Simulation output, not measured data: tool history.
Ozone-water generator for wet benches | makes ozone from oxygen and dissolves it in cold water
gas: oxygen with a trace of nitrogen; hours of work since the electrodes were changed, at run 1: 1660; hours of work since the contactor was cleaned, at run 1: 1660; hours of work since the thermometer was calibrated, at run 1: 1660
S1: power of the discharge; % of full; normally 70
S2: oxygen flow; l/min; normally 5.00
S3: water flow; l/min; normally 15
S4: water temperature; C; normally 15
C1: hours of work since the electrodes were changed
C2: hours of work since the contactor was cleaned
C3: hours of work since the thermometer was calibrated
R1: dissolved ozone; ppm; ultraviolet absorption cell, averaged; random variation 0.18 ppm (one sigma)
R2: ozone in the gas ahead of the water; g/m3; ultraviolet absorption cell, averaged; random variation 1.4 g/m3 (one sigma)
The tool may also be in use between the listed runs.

run 1 hour=0.0 | S1=70 S2=5.00 S3=15 S4=15 | C1=1660 C2=1660 C3=1660 | R1=23.4 R2=241.9
run 2 hour=105.0 | S1=70 S2=5.00 S3=15 S4=15 | C1=1757 C2=1757 C3=1757 | R1=23.1 R2=238.5
run 3 hour=195.4 | S1=48 S2=5.00 S3=15 S4=15 | C1=1840 C2=1840 C3=1840 | R1=16.7 R2=173.0
run 4 hour=267.0 | S1=70 S2=5.00 S3=15 S4=8 | C1=1906 C2=1906 C3=1906 | R1=25.3 R2=238.7
run 5 hour=378.9 | S1=70 S2=5.00 S3=15 S4=8 | C1=2009 C2=2009 C3=2009 | R1=25.3 R2=241.3
run 6 hour=502.4 | S1=70 S2=5.00 S3=15 S4=16 | C1=2123 C2=2123 C3=2123 | R1=22.4 R2=235.4
run 7 hour=605.0 | S1=70 S2=5.00 S3=15 S4=16 | C1=2218 C2=2218 C3=2218 | R1=22.1 R2=238.0
run 8 hour=691.2 | S1=70 S2=5.00 S3=15 S4=15 | C1=2297 C2=2297 C3=2297 | R1=22.7 R2=235.1
run 9 hour=797.6 | S1=70 S2=5.51 S3=15 S4=15 | C1=2395 C2=2395 C3=2395 | R1=22.8 R2=224.8
-- hour=866.5 contactor cleaned
run 10 hour=878.9 | S1=70 S2=5.00 S3=15 S4=15 | C1=2467 C2=11 C3=2467 | R1=22.5 R2=235.8
run 11 hour=1045.5 | S1=70 S2=5.00 S3=15 S4=15 | C1=2620 C2=165 C3=2620 | R1=22.6 R2=233.5
run 12 hour=1183.0 | S1=70 S2=5.00 S3=15 S4=15 | C1=2747 C2=292 C3=2747 | R1=22.8 R2=234.2
run 13 hour=1263.0 | S1=70 S2=2.91 S3=15 S4=15 | C1=2821 C2=366 C3=2821 | R1=20.7 R2=289.7
run 14 hour=1414.0 | S1=70 S2=5.00 S3=15 S4=15 | C1=2960 C2=505 C3=2960 | R1=22.2 R2=232.4
run 15 hour=1566.9 | S1=70 S2=5.00 S3=15 S4=15 | C1=3101 C2=646 C3=3101 | R1=22.2 R2=228.8
run 16 hour=1643.0 | S1=70 S2=5.00 S3=15 S4=15 | C1=3171 C2=716 C3=3171 | R1=21.9 R2=225.8
run 17 hour=1760.8 | S1=96 S2=7.86 S3=14 S4=15 | C1=3280 C2=825 C3=3280 | R1=30.3 R2=243.0
run 18 hour=1920.8 | S1=70 S2=5.00 S3=12 S4=20 | C1=3428 C2=972 C3=3428 | R1=23.3 R2=227.2
run 19 hour=2020.7 | S1=72 S2=5.43 S3=17 S4=15 | C1=3520 C2=1065 C3=3520 | R1=20.2 R2=222.0
run 20 hour=2100.6 | S1=72 S2=8.11 S3=11 S4=15 | C1=3593 C2=1138 C3=3593 | R1=26.8 R2=187.0
run 21 hour=2236.6 | S1=72 S2=8.11 S3=11 S4=15 | C1=3719 C2=1264 C3=3719 | R1=26.9 R2=186.0

Predict the results of run 22:
-- hour=2327.7 water thermometer calibrated
run 22 hour=2327.7 | S1=72 S2=8.11 S3=20 S4=15 | C1=3802 C2=1347 C3=0 | R1=? R2=?

For run 22 the tool returned R1 18.6 ppm, R2 187.4 g/m3.
The same run, on a tool lacking any hidden state, would have yielded R1 22.0 ppm, R2 216.1 g/m3.
